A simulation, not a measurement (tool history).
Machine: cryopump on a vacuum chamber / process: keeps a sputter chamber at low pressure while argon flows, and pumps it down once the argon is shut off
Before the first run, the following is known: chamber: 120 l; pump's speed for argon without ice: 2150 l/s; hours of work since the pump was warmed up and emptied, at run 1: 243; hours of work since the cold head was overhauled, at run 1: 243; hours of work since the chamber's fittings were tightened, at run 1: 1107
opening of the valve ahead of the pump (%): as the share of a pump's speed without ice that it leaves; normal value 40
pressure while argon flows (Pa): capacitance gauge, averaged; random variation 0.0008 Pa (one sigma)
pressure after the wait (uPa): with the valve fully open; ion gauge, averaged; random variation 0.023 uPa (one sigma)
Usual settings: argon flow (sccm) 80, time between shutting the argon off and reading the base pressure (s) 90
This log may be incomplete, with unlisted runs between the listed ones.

run	hour	argon flow (sccm)	time between shutting the argon off and reading the base pressure (s)	opening of the valve ahead of the pump (%)	hours of work since the pump was warmed up and emptied	hours of work since the cold head was overhauled	hours of work since the chamber's fittings were tightened	pressure while argon flows (Pa)	pressure after the wait (uPa)
1	0	80	90	40	243	243	1107	0.1701	1.01
2	10.5	80	90	40	248	248	1112	0.1696	0.99
3	23.4	80	90	30	254	254	1118	0.2214	1.01
4	32.3	80	90	30	258	258	1122	0.2222	1.02
5	46.8	80	90	30	264	264	1129	0.2224	1
6	56.3	80	114	40	269	269	1133	0.1697	0.89
7	69.8	80	114	40	275	275	1140	0.1703	0.89
8	84.7	54	263	55	282	282	1147	0.0867	0.67
9	101.2	152	273	21	289	289	1154	0.5976	0.62
10	119.9	152	273	30	298	298	1163	0.4274	0.62
11	133.7	60	37	20	304	304	1169	0.2445	1.88

Selected run-to-run steps in pressure while argon flows (Pa), each split into two signed amounts: the part the tool would show with no hidden state at all (from settings, incoming material and random variation), and the remainder, which goes to the hidden state together with any gauge scatter not common to the measured and the hidden-state-free results:
Hidden state present: pump's speed, % of a pump's without ice; cold plate's temperature, K; leak into the chamber, uPa l/s; drift of the gauge itself on working_pa, %; drift of the gauge itself on base_upa, %.
Run 8 -> 9: argon flow (sccm) 54 -> 152, time between shutting the argon off and reading the base pressure (s) 263 -> 273, opening of the valve ahead of the pump (%) 55 -> 21. pressure while argon flows (Pa) +0.5109: hidden state +0.0174, all else +0.4935.

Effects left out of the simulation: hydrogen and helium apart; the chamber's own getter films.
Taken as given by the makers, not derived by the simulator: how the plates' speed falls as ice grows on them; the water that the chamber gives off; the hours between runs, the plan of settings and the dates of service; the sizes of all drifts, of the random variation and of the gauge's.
